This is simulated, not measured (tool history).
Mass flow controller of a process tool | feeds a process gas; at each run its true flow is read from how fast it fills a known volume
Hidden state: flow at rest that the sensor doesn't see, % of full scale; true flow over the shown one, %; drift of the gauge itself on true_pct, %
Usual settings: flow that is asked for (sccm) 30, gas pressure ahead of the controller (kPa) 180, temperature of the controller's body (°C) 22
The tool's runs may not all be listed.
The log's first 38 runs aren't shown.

run,hour,flow that is asked for (sccm),gas pressure ahead of the controller (kPa),temperature of the controller's body (°C),hours of work since the controller was set to zero,hours of work since the controller was changed,true flow (%)
39,6659.7,8,177,26,3703,3703,93.15
40,6881.6,13,180,24,3802,3802,95.68
41,7095.3,13,180,24,3898,3898,95.71
42,7262.7,16,201,25,3973,3973,96.62
43,7519.8,26,186,25,4088,4088,98.58
# hour 7690: controller's zero set anew
44,7773.4,26,248,25,37,4202,100.22
45,8002.7,26,248,25,140,4304,100.21
46,8113.3,30,182,28,190,4354,101.24
47,8332.2,11,221,39,288,4452,100.31
48,8589.4,11,221,22,403,4567,99.07

3 ways to go on from here, each from the tool as it stands after run 48. What would each give?
A,8793,19,202,22,494,4658,?
B,8793,30,162,22,494,4658,?
C,8793,7,221,30,494,4658,?

run,true flow (%)
A,99.76
B,100.79
C,98.86
Without the tool's hidden state the same runs would have given:
run,true flow (%)
A,97.92
B,98.81
C,97.74
